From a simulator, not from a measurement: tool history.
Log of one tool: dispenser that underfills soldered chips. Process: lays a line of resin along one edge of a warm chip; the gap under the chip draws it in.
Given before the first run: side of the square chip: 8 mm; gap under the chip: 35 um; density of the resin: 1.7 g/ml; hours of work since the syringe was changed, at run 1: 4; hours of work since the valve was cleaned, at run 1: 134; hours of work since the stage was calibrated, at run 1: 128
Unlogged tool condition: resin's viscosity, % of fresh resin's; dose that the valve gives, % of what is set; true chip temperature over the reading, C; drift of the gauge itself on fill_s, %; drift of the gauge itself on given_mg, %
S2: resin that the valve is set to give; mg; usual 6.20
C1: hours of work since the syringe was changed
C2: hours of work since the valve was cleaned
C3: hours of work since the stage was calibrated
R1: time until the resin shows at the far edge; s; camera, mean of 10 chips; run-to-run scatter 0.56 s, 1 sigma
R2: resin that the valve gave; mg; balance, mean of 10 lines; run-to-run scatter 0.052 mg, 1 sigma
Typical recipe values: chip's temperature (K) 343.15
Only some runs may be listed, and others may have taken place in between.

{"run": 1, "hour": 0.0, "chip's temperature (K)": 343.15, "S2": 6.2, "C1": 4, "C2": 134, "C3": 128, "R1": 58.8, "R2": 5.71}
{"hour": 6.4, "done": "new syringe of resin"}
{"run": 2, "hour": 10.5, "chip's temperature (K)": 346.15, "S2": 6.2, "C1": 3, "C2": 141, "C3": 134, "R1": 46.6, "R2": 5.78}
{"hour": 15.0, "done": "dispensing valve cleaned and set on the balance"}
{"hour": 20.0, "done": "new syringe of resin"}
{"run": 3, "hour": 21.2, "chip's temperature (K)": 343.15, "S2": 6.2, "C1": 1, "C2": 4, "C3": 140, "R1": 46.9, "R2": 6.18}
{"run": 4, "hour": 28.3, "chip's temperature (K)": 337.15, "S2": 6.2, "C1": 5, "C2": 8, "C3": 144, "R1": 83.4, "R2": 6.09}
{"hour": 32.5, "done": "new syringe of resin"}
{"run": 5, "hour": 37.9, "chip's temperature (K)": 337.15, "S2": 6.2, "C1": 3, "C2": 14, "C3": 150, "R1": 76.2, "R2": 6.18}
{"hour": 44.9, "done": "new syringe of resin"}
{"run": 6, "hour": 48.9, "chip's temperature (K)": 336.15, "S2": 6.2, "C1": 3, "C2": 21, "C3": 157, "R1": 75.4, "R2": 6.1}
{"hour": 57.2, "done": "new syringe of resin"}
{"run": 7, "hour": 60.4, "chip's temperature (K)": 336.15, "S2": 6.2, "C1": 2, "C2": 27, "C3": 163, "R1": 72.9, "R2": 6.12}
{"run": 8, "hour": 67.0, "chip's temperature (K)": 336.15, "S2": 6.2, "C1": 6, "C2": 32, "C3": 168, "R1": 92.6, "R2": 6.04}
{"hour": 70.1, "done": "new syringe of resin"}
{"run": 9, "hour": 75.7, "chip's temperature (K)": 343.15, "S2": 6.01, "C1": 3, "C2": 37, "C3": 173, "R1": 55.8, "R2": 5.88}
{"hour": 83.0, "done": "new syringe of resin"}
{"run": 10, "hour": 87.4, "chip's temperature (K)": 343.15, "S2": 7.25, "C1": 3, "C2": 44, "C3": 180, "R1": 53.2, "R2": 7.06}
{"run": 11, "hour": 92.7, "chip's temperature (K)": 343.15, "S2": 6.32, "C1": 6, "C2": 47, "C3": 183, "R1": 65.5, "R2": 6.17}
{"hour": 95.4, "done": "new syringe of resin"}
{"run": 12, "hour": 102.8, "chip's temperature (K)": 343.15, "S2": 6.32, "C1": 5, "C2": 53, "C3": 189, "R1": 58.7, "R2": 6.18}
{"hour": 108.6, "done": "new syringe of resin"}
{"run": 13, "hour": 111.6, "chip's temperature (K)": 343.15, "S2": 6.32, "C1": 2, "C2": 58, "C3": 194, "R1": 50.0, "R2": 6.08}
{"hour": 121.3, "done": "new syringe of resin"}
{"run": 14, "hour": 122.7, "chip's temperature (K)": 343.15, "S2": 6.32, "C1": 1, "C2": 65, "C3": 201, "R1": 48.9, "R2": 6.08}
{"run": 15, "hour": 129.7, "chip's temperature (K)": 335.15, "S2": 7.39, "C1": 5, "C2": 69, "C3": 205, "R1": 89.4, "R2": 7.13}
{"hour": 133.8, "done": "new syringe of resin"}
{"run": 16, "hour": 137.8, "chip's temperature (K)": 342.15, "S2": 5.53, "C1": 2, "C2": 74, "C3": 210, "R1": 56.7, "R2": 5.26}
{"run": 17, "hour": 144.7, "chip's temperature (K)": 335.15, "S2": 5.74, "C1": 7, "C2": 79, "C3": 215, "R1": 103.3, "R2": 5.58}
{"hour": 146.9, "done": "new syringe of resin"}
{"run": 18, "hour": 157.3, "chip's temperature (K)": 348.15, "S2": 5.44, "C1": 6, "C2": 86, "C3": 222, "R1": 54.8, "R2": 5.08}
{"hour": 159.2, "done": "new syringe of resin"}
{"run": 19, "hour": 169.9, "chip's temperature (K)": 342.15, "S2": 6.04, "C1": 7, "C2": 94, "C3": 230, "R1": 71.1, "R2": 5.71}
{"hour": 172.4, "done": "new syringe of resin"}
{"run": 20, "hour": 175.6, "chip's temperature (K)": 340.15, "S2": 6.04, "C1": 2, "C2": 97, "C3": 233, "R1": 58.8, "R2": 5.73}
{"hour": 185.3, "done": "new syringe of resin"}
{"run": 21, "hour": 187.2, "chip's temperature (K)": 340.15, "S2": 6.04, "C1": 1, "C2": 104, "C3": 240, "R1": 58.1, "R2": 5.67}
{"run": 22, "hour": 192.6, "chip's temperature (K)": 340.15, "S2": 6.04, "C1": 4, "C2": 108, "C3": 244, "R1": 69.0, "R2": 5.77}
{"hour": 198.5, "done": "new syringe of resin"}
{"run": 23, "hour": 202.3, "chip's temperature (K)": 340.15, "S2": 6.04, "C1": 2, "C2": 113, "C3": 249, "R1": 59.4, "R2": 5.64}
{"hour": 211.8, "done": "new syringe of resin"}
{"run": 24, "hour": 214.9, "chip's temperature (K)": 358.15, "S2": 6.04, "C1": 2, "C2": 121, "C3": 257, "R1": 25.8, "R2": 5.65}
{"run": 25, "hour": 221.5, "chip's temperature (K)": 356.15, "S2": 6.7, "C1": 6, "C2": 125, "C3": 261, "R1": 34.4, "R2": 6.4}

Each row is a separate what-if for the run after 25, all from the same tool condition, not one after another. Results?
{"hour": 224.2, "done": "new syringe of resin"}
{"run": "A", "hour": 230.3, "chip's temperature (K)": 335.15, "S2": 6.02, "C1": 4, "C2": 130, "C3": 266, "R1": "?", "R2": "?"}
{"hour": 224.2, "done": "new syringe of resin"}
{"run": "B", "hour": 230.3, "chip's temperature (K)": 333.15, "S2": 6.45, "C1": 4, "C2": 130, "C3": 266, "R1": "?", "R2": "?"}
{"hour": 224.2, "done": "new syringe of resin"}
{"run": "C", "hour": 230.3, "chip's temperature (K)": 334.15, "S2": 7.05, "C1": 4, "C2": 130, "C3": 266, "R1": "?", "R2": "?"}
{"hour": 224.2, "done": "new syringe of resin"}
{"run": "D", "hour": 230.3, "chip's temperature (K)": 329.15, "S2": 6.2, "C1": 4, "C2": 130, "C3": 266, "R1": "?", "R2": "?"}

run=A R1=83.7 R2=5.53
run=B R1=92.5 R2=5.99
run=C R1=87.7 R2=6.54
run=D R1=114.0 R2=5.79
With no hidden state in the tool, these same runs would have given:
run=A R1=70.0 R2=5.98
run=B R1=77.8 R2=6.47
run=C R1=73.8 R2=7.07
run=D R1=95.8 R2=6.25
